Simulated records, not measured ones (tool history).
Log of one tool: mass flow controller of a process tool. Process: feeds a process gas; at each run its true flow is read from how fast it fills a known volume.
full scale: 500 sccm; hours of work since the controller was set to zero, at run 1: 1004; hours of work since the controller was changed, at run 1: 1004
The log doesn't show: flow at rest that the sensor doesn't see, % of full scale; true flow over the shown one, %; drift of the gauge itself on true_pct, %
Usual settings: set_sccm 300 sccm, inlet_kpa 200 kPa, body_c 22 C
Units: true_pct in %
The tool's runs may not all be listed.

| run | hour | set_sccm | inlet_kpa | body_c | hours of work since the controller was set to zero | hours of work since the controller was changed | true_pct |
|---|---|---|---|---|---|---|---|
| 1 | 0 | 300 | 200 | 22 | 1004 | 1004 | 99.3 |
| 2 | 98.4 | 320 | 200 | 22 | 1049 | 1049 | 99.32 |
| 3 | 214.8 | 320 | 233 | 22 | 1103 | 1103 | 99.49 |
| 4 | 275.1 | 320 | 233 | 24 | 1131 | 1131 | 99.57 |
| 5 | 368.6 | 300 | 246 | 22 | 1174 | 1174 | 99.51 |
| 6 | 475.7 | 300 | 228 | 22 | 1224 | 1224 | 99.44 |
| 7 | 558.5 | 300 | 228 | 22 | 1262 | 1262 | 99.58 |
| 8 | 687.5 | 300 | 147 | 22 | 1321 | 1321 | 98.81 |
| 9 | 803.1 | 300 | 147 | 22 | 1375 | 1375 | 98.98 |
| 10 | 928.8 | 51 | 200 | 22 | 1433 | 1433 | 96.83 |
| 11 | 1024 | 51 | 200 | 22 | 1477 | 1477 | 96.8 |
| 12 | 1119 | 51 | 200 | 22 | 1520 | 1520 | 96.79 |
| 13 | 1205.9 | 300 | 200 | 22 | 1560 | 1560 | 99.27 |
| 14 | 1290.4 | 300 | 200 | 22 | 1599 | 1599 | 99.31 |
| 15 | 1401.9 | 300 | 153 | 22 | 1651 | 1651 | 99.02 |
| 16 | 1491.5 | 300 | 196 | 22 | 1692 | 1692 | 99.23 |
| 17 | 1571 | 300 | 200 | 37 | 1729 | 1729 | 100.63 |
| 18 | 1648.9 | 300 | 200 | 37 | 1765 | 1765 | 100.42 |
| 19 | 1780.3 | 300 | 274 | 40 | 1825 | 1825 | 101.15 |
| 20 | 1895.5 | 300 | 274 | 40 | 1879 | 1879 | 101.13 |
| 21 | 2028.8 | 300 | 274 | 40 | 1940 | 1940 | 101.07 |
| 22 | 2160 | 213 | 188 | 39 | 2001 | 2001 | 100.21 |
| 23 | 2300.4 | 464 | 188 | 29 | 2065 | 2065 | 100.44 |
| 24 | 2410.7 | 70 | 259 | 24 | 2116 | 2116 | 97.37 |
| 25 | 2498.6 | 300 | 200 | 25 | 2157 | 2157 | 99.52 |
| 26 | 2598.7 | 300 | 200 | 25 | 2203 | 2203 | 99.53 |
| 27 | 2695.5 | 165 | 200 | 27 | 2248 | 2248 | 98.93 |
| 28 | 2763.2 | 174 | 202 | 27 | 2279 | 2279 | 99.16 |
| 29 | 2872.9 | 174 | 202 | 27 | 2330 | 2330 | 99.1 |
| 30 | 2983 | 209 | 200 | 39 | 2380 | 2380 | 100.34 |
| 31 | 3080.2 | 141 | 203 | 23 | 2425 | 2425 | 98.42 |
| 32 | 3138.2 | 141 | 203 | 23 | 2452 | 2452 | 98.39 |
| 33 | 3218.1 | 141 | 203 | 23 | 2489 | 2489 | 98.55 |
| 34 | 3301.2 | 215 | 221 | 22 | 2527 | 2527 | 99.1 |
| 35 | 3427.2 | 193 | 274 | 22 | 2585 | 2585 | 99.16 |
| 36 | 3534.5 | 68 | 200 | 25 | 2635 | 2635 | 96.7 |

Measured less the same run without the tool's hidden state. The same run-to-run variation is in both; the gauge's scatter may not be:
| run | true_pct |
|---|---|
| 1 | -0.2 |
| 2 | -0.18 |
| 3 | -0.18 |
| 4 | -0.17 |
| 5 | -0.19 |
| 6 | -0.19 |
| 7 | -0.19 |
| 8 | -0.18 |
| 9 | -0.18 |
| 10 | -2.21 |
| 11 | -2.27 |
| 12 | -2.31 |
| 13 | -0.17 |
| 14 | -0.17 |
| 15 | -0.16 |
| 16 | -0.16 |
| 17 | -0.16 |
| 18 | -0.16 |
| 19 | -0.16 |
| 20 | -0.16 |
| 21 | -0.15 |
| 22 | -0.38 |
| 23 | +0.06 |
| 24 | -2.11 |
| 25 | -0.13 |
| 26 | -0.13 |
| 27 | -0.65 |
| 28 | -0.6 |
| 29 | -0.6 |
| 30 | -0.42 |
| 31 | -0.9 |
| 32 | -0.9 |
| 33 | -0.92 |
| 34 | -0.4 |
| 35 | -0.53 |
| 36 | -2.67 |

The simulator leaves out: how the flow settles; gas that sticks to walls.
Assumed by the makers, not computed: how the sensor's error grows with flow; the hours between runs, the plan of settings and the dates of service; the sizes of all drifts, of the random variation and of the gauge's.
